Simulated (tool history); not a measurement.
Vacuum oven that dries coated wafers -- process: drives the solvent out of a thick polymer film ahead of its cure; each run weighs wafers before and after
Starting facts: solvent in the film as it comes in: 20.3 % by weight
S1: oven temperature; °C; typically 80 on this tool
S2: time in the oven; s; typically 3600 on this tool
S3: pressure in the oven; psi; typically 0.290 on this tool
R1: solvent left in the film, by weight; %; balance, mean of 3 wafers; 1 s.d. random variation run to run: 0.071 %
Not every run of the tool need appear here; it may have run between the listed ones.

run,hour,S1,S2,S3,R1
1,0.0,80,3600,0.290,5.18
2,28.8,80,3600,0.290,5.25
3,61.3,80,3600,0.290,5.29
4,82.5,78,3600,0.290,6.38
5,99.5,78,3600,0.290,6.30
6,131.2,80,3600,0.434,5.85
7,161.3,80,3600,0.434,5.79
8,192.8,80,3600,0.434,6.00
9,207.5,80,3600,0.267,5.30
10,233.6,80,3660,0.290,5.24
11,264.5,80,3660,0.290,5.22
12,291.6,80,3600,0.290,5.23
13,312.3,80,3600,0.647,6.61
14,341.5,80,3600,0.290,5.32
15,373.8,67,3780,0.677,12.93
16,406.2,94,3060,0.616,2.36
17,424.9,82,3240,0.290,4.92
18,450.5,80,5640,0.290,3.20
19,474.1,78,2400,0.149,8.04
20,497.4,78,2400,0.149,8.06
# hour 517.3: oven's thermocouples calibrated
21,523.5,80,2340,0.290,7.68
22,541.9,94,4560,0.200,0.60
23,555.6,73,4140,0.767,9.95
24,576.9,69,3600,1.102,14.01

Branching from run 24: 5 alternative next runs. What would each branch give?
A,609.6,71,4680,0.458,?
B,609.6,86,2220,0.290,?
C,609.6,80,2820,0.347,?
D,609.6,79,3180,0.872,?
E,609.6,80,3600,0.358,?

run,R1
A,9.22
B,4.97
C,6.63
D,8.65
E,5.57
With no hidden state in the tool, these same runs would have given:
run,R1
A,9.01
B,4.80
C,6.44
D,8.46
E,5.39
